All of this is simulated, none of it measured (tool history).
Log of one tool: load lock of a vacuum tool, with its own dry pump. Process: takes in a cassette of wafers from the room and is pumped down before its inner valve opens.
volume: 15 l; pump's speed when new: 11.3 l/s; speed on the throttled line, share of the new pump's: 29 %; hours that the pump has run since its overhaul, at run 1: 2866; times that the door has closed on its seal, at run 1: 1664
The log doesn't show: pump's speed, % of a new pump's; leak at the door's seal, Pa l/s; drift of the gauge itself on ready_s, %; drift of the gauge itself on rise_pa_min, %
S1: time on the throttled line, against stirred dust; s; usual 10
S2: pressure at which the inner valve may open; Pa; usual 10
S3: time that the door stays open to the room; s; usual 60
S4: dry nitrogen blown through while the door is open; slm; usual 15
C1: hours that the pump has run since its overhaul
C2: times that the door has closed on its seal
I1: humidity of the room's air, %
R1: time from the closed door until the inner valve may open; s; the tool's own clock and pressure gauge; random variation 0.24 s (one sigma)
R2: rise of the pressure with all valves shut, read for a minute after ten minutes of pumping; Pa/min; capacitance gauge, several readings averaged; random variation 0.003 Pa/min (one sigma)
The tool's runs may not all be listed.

{"run": 1, "hour": 0.0, "S1": 10, "S2": 10, "S3": 60, "S4": 15, "C1": 2866, "C2": 1664, "I1": 45.4, "R1": 19.0, "R2": 0.042}
{"run": 2, "hour": 50.6, "S1": 10, "S2": 10, "S3": 60, "S4": 15, "C1": 2917, "C2": 1730, "I1": 46.7, "R1": 19.4, "R2": 0.039}
{"run": 3, "hour": 93.8, "S1": 10, "S2": 10, "S3": 60, "S4": 15, "C1": 2960, "C2": 1786, "I1": 41.2, "R1": 19.5, "R2": 0.039}
{"run": 4, "hour": 131.7, "S1": 10, "S2": 10, "S3": 60, "S4": 15, "C1": 2998, "C2": 1835, "I1": 41.5, "R1": 19.6, "R2": 0.034}
{"run": 5, "hour": 219.8, "S1": 14, "S2": 10, "S3": 60, "S4": 15, "C1": 3086, "C2": 1949, "I1": 45.0, "R1": 22.2, "R2": 0.04}
{"run": 6, "hour": 273.0, "S1": 10, "S2": 10, "S3": 60, "S4": 15, "C1": 3139, "C2": 2018, "I1": 47.9, "R1": 19.3, "R2": 0.04}
{"run": 7, "hour": 331.4, "S1": 10, "S2": 10, "S3": 60, "S4": 15, "C1": 3198, "C2": 2093, "I1": 40.9, "R1": 19.4, "R2": 0.034}
{"run": 8, "hour": 416.3, "S1": 10, "S2": 10, "S3": 60, "S4": 15, "C1": 3282, "C2": 2203, "I1": 44.5, "R1": 19.9, "R2": 0.037}
{"run": 9, "hour": 466.5, "S1": 9, "S2": 10, "S3": 60, "S4": 15, "C1": 3333, "C2": 2268, "I1": 46.3, "R1": 18.5, "R2": 0.034}
{"run": 10, "hour": 512.2, "S1": 9, "S2": 10, "S3": 60, "S4": 15, "C1": 3378, "C2": 2328, "I1": 46.2, "R1": 18.5, "R2": 0.04}
{"run": 11, "hour": 580.5, "S1": 9, "S2": 10, "S3": 60, "S4": 15, "C1": 3447, "C2": 2416, "I1": 43.5, "R1": 18.6, "R2": 0.037}
{"run": 12, "hour": 661.0, "S1": 9, "S2": 10, "S3": 60, "S4": 15, "C1": 3527, "C2": 2521, "I1": 44.5, "R1": 18.6, "R2": 0.036}
{"run": 13, "hour": 730.1, "S1": 9, "S2": 10, "S3": 60, "S4": 15, "C1": 3596, "C2": 2610, "I1": 43.5, "R1": 18.7, "R2": 0.037}
{"run": 14, "hour": 817.4, "S1": 10, "S2": 10, "S3": 60, "S4": 15, "C1": 3684, "C2": 2723, "I1": 43.1, "R1": 19.7, "R2": 0.035}
{"run": 15, "hour": 868.9, "S1": 10, "S2": 10, "S3": 60, "S4": 17, "C1": 3735, "C2": 2790, "I1": 47.8, "R1": 19.5, "R2": 0.034}
{"run": 16, "hour": 938.2, "S1": 10, "S2": 10, "S3": 60, "S4": 17, "C1": 3804, "C2": 2880, "I1": 48.6, "R1": 19.3, "R2": 0.032}
{"run": 17, "hour": 1011.1, "S1": 10, "S2": 10, "S3": 60, "S4": 17, "C1": 3877, "C2": 2974, "I1": 45.3, "R1": 19.8, "R2": 0.039}
{"run": 18, "hour": 1075.2, "S1": 10, "S2": 10, "S3": 60, "S4": 17, "C1": 3941, "C2": 3057, "I1": 43.2, "R1": 19.7, "R2": 0.032}
{"run": 19, "hour": 1161.2, "S1": 12, "S2": 10, "S3": 60, "S4": 6, "C1": 4027, "C2": 3169, "I1": 44.7, "R1": 20.8, "R2": 0.059}
{"run": 20, "hour": 1236.2, "S1": 12, "S2": 10, "S3": 60, "S4": 6, "C1": 4102, "C2": 3266, "I1": 43.5, "R1": 20.9, "R2": 0.055}
{"run": 21, "hour": 1316.1, "S1": 10, "S2": 13, "S3": 53, "S4": 16, "C1": 4182, "C2": 3369, "I1": 45.0, "R1": 18.9, "R2": 0.032}
{"run": 22, "hour": 1381.2, "S1": 10, "S2": 10, "S3": 60, "S4": 15, "C1": 4247, "C2": 3454, "I1": 45.3, "R1": 19.5, "R2": 0.036}
{"run": 23, "hour": 1449.7, "S1": 10, "S2": 10, "S3": 60, "S4": 15, "C1": 4316, "C2": 3543, "I1": 43.9, "R1": 19.1, "R2": 0.037}
{"run": 24, "hour": 1514.1, "S1": 10, "S2": 10, "S3": 60, "S4": 15, "C1": 4380, "C2": 3626, "I1": 48.1, "R1": 19.3, "R2": 0.044}
{"run": 25, "hour": 1576.0, "S1": 6, "S2": 10, "S3": 51, "S4": 6, "C1": 4442, "C2": 3706, "I1": 47.5, "R1": 16.5, "R2": 0.057}
{"run": 26, "hour": 1655.0, "S1": 6, "S2": 10, "S3": 51, "S4": 6, "C1": 4521, "C2": 3809, "I1": 44.7, "R1": 17.1, "R2": 0.054}
{"run": 27, "hour": 1708.3, "S1": 6, "S2": 10, "S3": 51, "S4": 6, "C1": 4574, "C2": 3878, "I1": 46.3, "R1": 16.5, "R2": 0.057}
{"run": 28, "hour": 1751.3, "S1": 6, "S2": 10, "S3": 51, "S4": 6, "C1": 4617, "C2": 3933, "I1": 45.7, "R1": 16.7, "R2": 0.057}
{"run": 29, "hour": 1798.1, "S1": 6, "S2": 10, "S3": 51, "S4": 6, "C1": 4664, "C2": 3994, "I1": 44.0, "R1": 16.7, "R2": 0.049}
{"run": 30, "hour": 1838.2, "S1": 19, "S2": 10, "S3": 215, "S4": 11, "C1": 4704, "C2": 4046, "I1": 42.8, "R1": 25.8, "R2": 0.067}
{"run": 31, "hour": 1879.2, "S1": 17, "S2": 8, "S3": 60, "S4": 15, "C1": 4745, "C2": 4099, "I1": 45.9, "R1": 24.9, "R2": 0.039}
{"run": 32, "hour": 1945.2, "S1": 10, "S2": 16, "S3": 60, "S4": 10, "C1": 4811, "C2": 4185, "I1": 47.6, "R1": 19.0, "R2": 0.05}
{"run": 33, "hour": 2001.2, "S1": 10, "S2": 7, "S3": 60, "S4": 45, "C1": 4867, "C2": 4257, "I1": 43.5, "R1": 20.1, "R2": 0.019}
{"run": 34, "hour": 2060.0, "S1": 6, "S2": 7, "S3": 38, "S4": 45, "C1": 4926, "C2": 4333, "I1": 45.1, "R1": 17.0, "R2": 0.019}
{"run": 35, "hour": 2116.2, "S1": 6, "S2": 7, "S3": 38, "S4": 7, "C1": 4982, "C2": 4406, "I1": 40.9, "R1": 17.1, "R2": 0.04}
{"run": 36, "hour": 2161.7, "S1": 6, "S2": 7, "S3": 38, "S4": 7, "C1": 5028, "C2": 4465, "I1": 44.8, "R1": 16.8, "R2": 0.046}

Forecast each of these 5 alternatives for the next run:
{"run": "A", "hour": 2208.3, "S1": 10, "S2": 7, "S3": 60, "S4": 15, "C1": 5074, "C2": 4526, "I1": 43.9, "R1": "?", "R2": "?"}
{"run": "B", "hour": 2208.3, "S1": 10, "S2": 10, "S3": 61, "S4": 15, "C1": 5074, "C2": 4526, "I1": 44.4, "R1": "?", "R2": "?"}
{"run": "C", "hour": 2208.3, "S1": 10, "S2": 10, "S3": 37, "S4": 15, "C1": 5074, "C2": 4526, "I1": 43.6, "R1": "?", "R2": "?"}
{"run": "D", "hour": 2208.3, "S1": 6, "S2": 7, "S3": 97, "S4": 9, "C1": 5074, "C2": 4526, "I1": 43.0, "R1": "?", "R2": "?"}
{"run": "E", "hour": 2208.3, "S1": 14, "S2": 10, "S3": 60, "S4": 15, "C1": 5074, "C2": 4526, "I1": 43.3, "R1": "?", "R2": "?"}

run=A R1=20.1 R2=0.038
run=B R1=19.2 R2=0.036
run=C R1=19.3 R2=0.037
run=D R1=16.8 R2=0.057
run=E R1=22.1 R2=0.034
Without the tool's hidden state the same runs would have given:
run=A R1=20.1 R2=0.038
run=B R1=19.2 R2=0.036
run=C R1=19.3 R2=0.037
run=D R1=16.8 R2=0.057
run=E R1=22.1 R2=0.034

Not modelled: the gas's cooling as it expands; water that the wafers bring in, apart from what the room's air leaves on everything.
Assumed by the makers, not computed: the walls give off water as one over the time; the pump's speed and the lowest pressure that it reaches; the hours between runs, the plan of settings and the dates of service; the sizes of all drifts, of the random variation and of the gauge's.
